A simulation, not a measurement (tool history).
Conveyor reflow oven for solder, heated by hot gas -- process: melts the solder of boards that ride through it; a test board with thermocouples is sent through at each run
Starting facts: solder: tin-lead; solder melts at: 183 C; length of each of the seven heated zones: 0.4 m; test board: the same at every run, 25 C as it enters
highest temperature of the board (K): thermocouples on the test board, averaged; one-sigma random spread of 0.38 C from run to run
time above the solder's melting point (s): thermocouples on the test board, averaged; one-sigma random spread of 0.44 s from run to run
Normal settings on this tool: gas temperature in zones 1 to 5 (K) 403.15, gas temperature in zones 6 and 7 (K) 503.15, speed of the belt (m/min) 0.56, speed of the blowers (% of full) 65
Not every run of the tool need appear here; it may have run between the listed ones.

run,day,gas temperature in zones 1 to 5 (K),gas temperature in zones 6 and 7 (K),speed of the belt (m/min),speed of the blowers (% of full),highest temperature of the board (K),time above the solder's melting point (s)
1,0,403.15,503.15,0.56,65,481.65,52
2,1.125,403.15,503.15,0.56,65,481.65,51
3,3.188,403.15,503.15,0.56,65,481.45,52.1
4,4.171,403.15,503.15,0.56,65,481.55,51.7
5,5.954,403.15,503.15,0.56,65,481.55,51.2
6,7.033,403.15,503.15,0.56,65,481.65,50.9
7,8.721,403.15,503.15,0.56,52,475.75,41.6
8,10.129,403.15,503.15,0.56,52,474.55,41.2
9,11.388,403.15,503.15,0.56,65,480.85,52.3
10,13.512,403.15,503.15,0.56,65,481.45,51.1
11,14.388,400.15,507.15,0.56,78,488.75,58.8
12,16.525,400.15,517.15,0.56,55,486.85,55.3
13,18.225,400.15,517.15,0.56,55,486.25,55.8
14,19.192,390.15,517.15,0.56,53,482.45,47.5
15,20.271,390.15,517.15,0.56,53,482.85,48.1
16,21.954,401.15,503.15,0.56,65,481.55,51.7
17,23.496,401.15,493.15,0.56,65,473.55,41.3
18,25.571,401.15,493.15,0.56,65,473.65,40.7
19,26.692,401.15,493.15,0.56,65,473.55,40
20,28.042,403.15,503.15,0.605,60,475.75,41

Removed from this log: 2 entries logged between the listed runs. Between which two listed runs does each belong, and how does the tool's hidden state at the listed run before it compare with that at the listed run after it?
Runs 8 to 9: thermocouples of zones 6 and 7 changed (day 10.954)
  heat that the gas passes to the board, % of a clean oven's: 95 -> 94.7; belt's true speed, % of the reading: 98.61 -> 98.58; true gas temperature in zones 6 and 7 over the reading, C: -0.43 -> 0.18
  difference, measured minus the result without the unlogged condition, highest temperature of the board (K): -0.9 -> -0.8; time above the solder's melting point (s): -0.9 -> -0.5
Runs 15 to 16: flux residue cleaned out of gas plates and filters (day 20.629)
  heat that the gas passes to the board, % of a clean oven's: 92.2 -> 98.3; belt's true speed, % of the reading: 98.35 -> 98.31; true gas temperature in zones 6 and 7 over the reading, C: 0 -> -0.03
  difference, measured minus the result without the unlogged condition, highest temperature of the board (K): -1.5 -> +0.1; time above the solder's melting point (s): -1.1 -> +1.1

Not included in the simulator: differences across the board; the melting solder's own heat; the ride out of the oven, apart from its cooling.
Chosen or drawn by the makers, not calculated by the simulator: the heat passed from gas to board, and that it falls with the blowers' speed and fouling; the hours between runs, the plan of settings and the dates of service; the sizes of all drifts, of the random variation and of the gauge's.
